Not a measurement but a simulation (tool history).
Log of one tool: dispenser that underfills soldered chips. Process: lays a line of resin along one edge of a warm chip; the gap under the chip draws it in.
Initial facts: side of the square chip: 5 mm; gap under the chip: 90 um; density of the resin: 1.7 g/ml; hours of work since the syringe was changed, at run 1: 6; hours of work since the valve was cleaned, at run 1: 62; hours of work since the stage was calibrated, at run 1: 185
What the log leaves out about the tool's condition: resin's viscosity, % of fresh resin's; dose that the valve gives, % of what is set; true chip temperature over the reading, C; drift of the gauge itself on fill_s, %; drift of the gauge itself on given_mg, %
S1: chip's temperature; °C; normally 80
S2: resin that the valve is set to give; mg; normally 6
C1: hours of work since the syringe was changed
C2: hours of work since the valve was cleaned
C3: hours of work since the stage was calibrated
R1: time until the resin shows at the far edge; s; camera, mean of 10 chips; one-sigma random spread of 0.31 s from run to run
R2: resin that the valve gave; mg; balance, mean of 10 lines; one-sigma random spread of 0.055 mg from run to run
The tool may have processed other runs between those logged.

Run 1, hour 0: usual settings; C1 6; C2 62; C3 185. Result: R1 7.1 s, R2 5.83 mg.
At hour 1.5: new syringe of resin.
Run 2, hour 7: usual settings; C1 4; C2 66; C3 189. Result: R1 6.6 s, R2 5.83 mg.
At hour 11.3: new syringe of resin.
Run 3, hour 13.6: usual settings but S2 7.07 mg; C1 1; C2 70; C3 193. Result: R1 6.3 s, R2 6.78 mg.
Run 4, hour 20.2: usual settings but S2 6.9 mg; C1 6; C2 74; C3 198. Result: R1 6.7 s, R2 6.51 mg.
At hour 21.6: new syringe of resin.
Run 5, hour 28.8: usual settings; C1 5; C2 80; C3 203. Result: R1 7.2 s, R2 5.8 mg.
At hour 32: new syringe of resin.
Run 6, hour 35.1: usual settings; C1 2; C2 84; C3 207. Result: R1 5.7 s, R2 5.66 mg.
Run 7, hour 40.5: usual settings; C1 5; C2 87; C3 210. Result: R1 6.8 s, R2 5.58 mg.
At hour 42.1: new syringe of resin.
Run 8, hour 49: usual settings but S2 6.43 mg; C1 4; C2 92; C3 215. Result: R1 7.2 s, R2 6.1 mg.
At hour 52.3: new syringe of resin.
Run 9, hour 52.9: usual settings but S1 74 °C, S2 6.43 mg; C1 0; C2 95; C3 218. Result: R1 7.8 s, R2 6.11 mg.
Run 10, hour 58.6: usual settings but S1 74 °C, S2 6.43 mg; C1 4; C2 98; C3 221. Result: R1 8.5 s, R2 6.02 mg.
At hour 62.3: new syringe of resin.
Run 11, hour 65.2: usual settings but S1 83 °C, S2 6.43 mg; C1 2; C2 102; C3 225. Result: R1 5.6 s, R2 6.11 mg.
Run 12, hour 71.8: usual settings but S1 83 °C, S2 6.43 mg; C1 6; C2 106; C3 230. Result: R1 7.3 s, R2 5.87 mg.
At hour 72.8: new syringe of resin.
Run 13, hour 76.2: usual settings; C1 2; C2 109; C3 232. Result: R1 5.9 s, R2 5.76 mg.
At hour 82.9: new syringe of resin.
Run 14, hour 84.5: usual settings but S2 5.91 mg; C1 1; C2 114; C3 237. Result: R1 5.2 s, R2 5.5 mg.
At hour 86.5: dispensing valve cleaned and set on the balance.
Run 15, hour 92.5: usual settings but S2 5.91 mg; C1 6; C2 4; C3 242. Result: R1 6.8 s, R2 5.92 mg.
At hour 93.9: new syringe of resin.
Run 16, hour 97.8: usual settings but S2 5.91 mg; C1 2; C2 7; C3 245. Result: R1 6.1 s, R2 5.91 mg.
At hour 104.1: new syringe of resin.
Run 17, hour 104.2: usual settings but S2 5.91 mg; C1 0; C2 11; C3 249. Result: R1 5.7 s, R2 6 mg.
Run 18, hour 111.2: usual settings but S2 5.91 mg; C1 5; C2 15; C3 253. Result: R1 6.8 s, R2 5.87 mg.
At hour 114.1: new syringe of resin.
Run 19, hour 119.3: usual settings but S2 5.91 mg; C1 3; C2 20; C3 258. Result: R1 6.6 s, R2 5.83 mg.
At hour 124.4: new syringe of resin.
Run 20, hour 126: usual settings but S2 5.91 mg; C1 1; C2 24; C3 262. Result: R1 5.8 s, R2 5.85 mg.
Run 21, hour 132: usual settings but S2 5.91 mg; C1 5; C2 28; C3 266. Result: R1 6.8 s, R2 5.83 mg.
At hour 134.3: new syringe of resin.
Run 22, hour 136.9: usual settings but S1 83 °C, S2 5.91 mg; C1 2; C2 31; C3 269. Result: R1 4.4 s, R2 5.83 mg.
Run 23, hour 142.7: usual settings but S1 75 °C, S2 5.81 mg; C1 5; C2 35; C3 273. Result: R1 8.8 s, R2 5.67 mg.
At hour 144.6: new syringe of resin.
Run 24, hour 150.5: usual settings but S1 92 °C, S2 5.83 mg; C1 4; C2 40; C3 277. Result: R1 4.4 s, R2 5.69 mg.
At hour 154.8: new syringe of resin.
Run 25, hour 158.1: usual settings but S1 92 °C, S2 5.83 mg; C1 2; C2 44; C3 282. Result: R1 3.6 s, R2 5.69 mg.
At hour 164.7: new syringe of resin.
Run 26, hour 164.7: usual settings but S1 92 °C, S2 5.83 mg; C1 0; C2 48; C3 286. Result: R1 3.6 s, R2 5.7 mg.
Run 27, hour 170.6: usual settings but S1 91 °C, S2 6.11 mg; C1 4; C2 52; C3 290. Result: R1 4.5 s, R2 5.96 mg.
At hour 174.8: new syringe of resin.
Run 28, hour 177.8: usual settings but S1 74 °C, S2 7.75 mg; C1 2; C2 56; C3 294. Result: R1 7.4 s, R2 7.62 mg.
At hour 184.7: new syringe of resin.
Run 29, hour 185.4: usual settings but S1 86 °C, S2 5.38 mg; C1 0; C2 61; C3 299. Result: R1 4.2 s, R2 5.18 mg.

What will run 30 give?
Run 30, hour 189.7: usual settings but S1 86 °C, S2 5.38 mg; C1 3; C2 64; C3 302. Result: R1 ?, R2 ?.

R1: 4.5 s
R2: 5.16 mg
With the hidden condition absent and the run-to-run variation left alone, this run would have shown R1 4.1 s, R2 5.34 mg.

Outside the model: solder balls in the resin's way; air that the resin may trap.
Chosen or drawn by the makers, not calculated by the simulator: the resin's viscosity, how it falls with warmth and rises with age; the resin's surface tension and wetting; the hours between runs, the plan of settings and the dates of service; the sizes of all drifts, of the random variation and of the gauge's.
